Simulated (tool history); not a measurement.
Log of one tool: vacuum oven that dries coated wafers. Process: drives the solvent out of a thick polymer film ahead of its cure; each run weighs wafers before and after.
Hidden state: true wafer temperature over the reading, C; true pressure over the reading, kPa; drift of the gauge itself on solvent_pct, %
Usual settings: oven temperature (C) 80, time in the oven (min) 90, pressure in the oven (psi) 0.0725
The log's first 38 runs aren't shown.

run	hour	oven temperature (C)	time in the oven (min)	pressure in the oven (psi)	hours of work since the thermocouples were calibrated	hours of work since the vacuum gauge was cleaned of residue	solvent left in the film (%)
39	2401.5	67	90	0.1249	643	1215	4.57
40	2480.6	86	90	0.1076	695	1267	0.41
41	2521.7	74	57	0.238	723	1294	4.91
# hour 2544.5: vacuum gauge cleaned of residue and calibrated
42	2596.8	89	100	0.1936	771	34	0.35
43	2677.5	73	86	0.0567	824	88	2.78
44	2733.2	73	86	0.0567	861	124	2.71
45	2801.8	74	87	0.0567	906	170	2.42
46	2876.7	69	90	0.2576	956	219	4.09

Forecast each of these 5 alternatives for the next run:
A	2955	80	90	0.0669	1007	271	?
B	2955	71	90	0.2576	1007	271	?
C	2955	69	90	0.1481	1007	271	?
D	2955	71	90	0.0363	1007	271	?
E	2955	80	66	0.2308	1007	271	?

run	solvent left in the film (%)
A	1.07
B	3.42
C	3.92
D	3.15
E	2.32
Without the tool's hidden state the same runs would have given:
run	solvent left in the film (%)
A	1.08
B	3.44
C	3.94
D	3.17
E	2.34
